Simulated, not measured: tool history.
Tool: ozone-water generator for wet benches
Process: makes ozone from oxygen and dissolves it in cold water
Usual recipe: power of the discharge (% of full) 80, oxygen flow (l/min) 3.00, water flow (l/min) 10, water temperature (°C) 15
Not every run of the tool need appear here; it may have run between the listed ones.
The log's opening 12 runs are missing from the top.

run,hour,power of the discharge (% of full),oxygen flow (l/min),water flow (l/min),water temperature (°C),dissolved ozone (ppm),ozone in the gas ahead of the water (g/m3)
13,270.7,61,3.00,8,15,29.4,199.6
14,289.1,61,3.00,8,15,29.3,199.3
# hour 307.2: contactor cleaned
15,312.0,80,1.50,10,15,28.2,329.2
16,329.4,80,1.50,10,15,28.5,331.7
17,360.0,80,3.00,16,15,21.5,236.4
18,375.9,80,3.00,16,15,21.6,231.2
19,390.8,80,3.00,16,15,21.6,232.9
20,407.3,49,1.91,10,10,23.2,221.6
21,435.5,49,1.62,8,10,27.1,238.7
22,454.5,49,1.62,8,10,27.3,239.2
23,467.8,49,1.62,8,10,27.4,238.0
24,488.6,49,1.62,8,10,27.1,238.9
25,506.1,49,1.62,8,10,26.8,239.6
26,526.3,42,1.91,8,10,25.1,200.3
27,556.5,80,3.50,10,15,30.5,215.7
28,571.4,80,1.61,10,15,28.2,319.9
29,587.3,80,1.61,10,15,28.4,322.6
30,614.8,63,2.94,12,15,23.1,205.1
31,628.8,63,2.94,12,15,23.1,206.2
32,652.5,57,3.00,12,15,22.0,191.9

Forecast each of these 3 alternatives for the next run:
A,675.7,61,3.00,14,15,?,?
B,675.7,80,2.46,12,17,?,?
C,675.7,84,3.06,10,22,?,?

run,dissolved ozone (ppm),ozone in the gas ahead of the water (g/m3)
A,20.2,199.5
B,25.5,257.0
C,28.2,236.9
What these runs would have given with no unlogged condition in the tool:
run,dissolved ozone (ppm),ozone in the gas ahead of the water (g/m3)
A,20.8,203.9
B,26.3,263.6
C,29.2,243.2
